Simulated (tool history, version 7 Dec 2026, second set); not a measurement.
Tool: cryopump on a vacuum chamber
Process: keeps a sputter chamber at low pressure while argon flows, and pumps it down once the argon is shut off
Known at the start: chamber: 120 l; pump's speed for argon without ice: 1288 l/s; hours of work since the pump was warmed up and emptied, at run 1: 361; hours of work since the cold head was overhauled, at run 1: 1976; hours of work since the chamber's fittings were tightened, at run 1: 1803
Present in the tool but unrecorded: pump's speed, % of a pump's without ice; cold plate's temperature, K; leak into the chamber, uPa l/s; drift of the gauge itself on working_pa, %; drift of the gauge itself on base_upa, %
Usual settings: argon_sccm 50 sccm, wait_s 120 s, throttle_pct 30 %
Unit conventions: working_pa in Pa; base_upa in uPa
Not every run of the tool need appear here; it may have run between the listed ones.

run    hour  argon_sccm  wait_s  throttle_pct  hours of work since the pump was warmed up and emptied  hours of work since the cold head was overhauled  hours of work since the chamber's fittings were tightened  working_pa  base_upa
  1     0.0          50     120            30                                                     361                                              1976                                                       1803      0.2303      2.48
  2    59.8          50     120            30                                                     410                                              2026                                                       1853      0.2331      2.57
  3    91.1          50     120            30                                                     436                                              2051                                                       1879      0.2297      2.59
  4   123.1          50     120            30                                                     462                                              2078                                                       1905      0.2324      2.60
      179.3  -- pump warmed up, emptied and cooled again
  5   191.6          50     120            30                                                      10                                              2130                                                       1958      0.2202      2.36
  6   237.1          21     120            30                                                      48                                              2168                                                       1995      0.0933      2.43
  7   294.1          50     169            30                                                      95                                              2215                                                       2042      0.2232      2.31
  8   352.8          50     169            30                                                     143                                              2264                                                       2091      0.2246      2.34
  9   385.4          50     120            30                                                     170                                              2291                                                       2118      0.2247      2.59
 10   416.8          50     120            30                                                     196                                              2317                                                       2144      0.2248      2.60
 11   487.2          50     120            30                                                     255                                              2375                                                       2202      0.2269      2.68
      499.2  -- leaking fittings of the chamber tightened, without venting
 12   541.0          50     120            30                                                     297                                              2418                                                         35      0.2288      0.93
 13   608.0          50     120            30                                                     353                                              2473                                                         90      0.2288      1.03
 14   661.3          50     120            30                                                     397                                              2517                                                        134      0.2312      0.99
 15   714.6          50     120            30                                                     441                                              2561                                                        178      0.2328      1.12
 16   756.1          50     120            30                                                     475                                              2596                                                        212      0.2336      1.16
      792.9  -- pump warmed up, emptied and cooled again
 17   827.7          50     120            30                                                      29                                              2651                                                        268      0.2213      1.06
 18   885.2          99     265            30                                                      76                                              2698                                                        315      0.4395      0.81
 19   957.3          63     120            23                                                     136                                              2758                                                        375      0.3676      1.22
 20  1019.0          63     120            23                                                     187                                              2809                                                        426      0.3661      1.19
 21  1072.9          90     120            16                                                     232                                              2853                                                        470      0.7571      1.28
 22  1116.4          90     120            16                                                     267                                              2889                                                        506      0.7541      1.29
 23  1148.8          90     120            16                                                     294                                              2916                                                        533      0.7559      1.37
 24  1195.4          90     120            22                                                     333                                              2955                                                        572      0.5577      1.39
 25  1241.7          45     120            30                                                     371                                              2993                                                        610      0.2065      1.43
 26  1295.4          45     295            22                                                     416                                              3037                                                        654      0.2796      1.10
 27  1345.4          45      26            22                                                     457                                              3079                                                        696      0.2808      3.69
 28  1377.9          45      26            22                                                     484                                              3106                                                        723      0.2837      3.80
     1404.7  -- pump warmed up, emptied and cooled again
 29  1419.3          45      26            22                                                      12                                              3136                                                        753      0.2722      3.60
 30  1470.4          99      23            15                                                      54                                              3178                                                        795      0.8733      3.96
 31  1504.6          99      23            15                                                      83                                              3206                                                        823      0.8757      3.99
 32  1536.5          28     120            15                                                     109                                              3233                                                        850      0.2460      1.53
 33  1583.2          33     263            30                                                     148                                              3271                                                        888      0.1479      1.25
 34  1657.3          33     263            30                                                     209                                              3333                                                        949      0.1499      1.40

Below, some changes in working_pa between adjacent runs. For each, the amount present without the hidden state too (settings, incoming material, random variation) and the amount remaining for the hidden state with gauge scatter not shared by both compared results:
Run 4 -> 5: pump warmed up, emptied and cooled again. working_pa -0.0122 Pa: hidden state -0.0128, all else +0.0006.
Run 16 -> 17: pump warmed up, emptied and cooled again. working_pa -0.0123 Pa: hidden state -0.0127, all else +0.0004.
Run 20 -> 21: argon_sccm 63 -> 90, throttle_pct 23 -> 16. working_pa +0.3910 Pa: hidden state +0.0058, all else +0.3852.
Run 28 -> 29: pump warmed up, emptied and cooled again. working_pa -0.0115 Pa: hidden state -0.0116, all else +0.0001.
Run 29 -> 30: argon_sccm 45 -> 99, wait_s 26 -> 23, throttle_pct 22 -> 15. working_pa +0.6011 Pa: hidden state +0.0047, all else +0.5964.
Run 31 -> 32: argon_sccm 99 -> 28, wait_s 23 -> 120. working_pa -0.6297 Pa: hidden state -0.0058, all else -0.6239.

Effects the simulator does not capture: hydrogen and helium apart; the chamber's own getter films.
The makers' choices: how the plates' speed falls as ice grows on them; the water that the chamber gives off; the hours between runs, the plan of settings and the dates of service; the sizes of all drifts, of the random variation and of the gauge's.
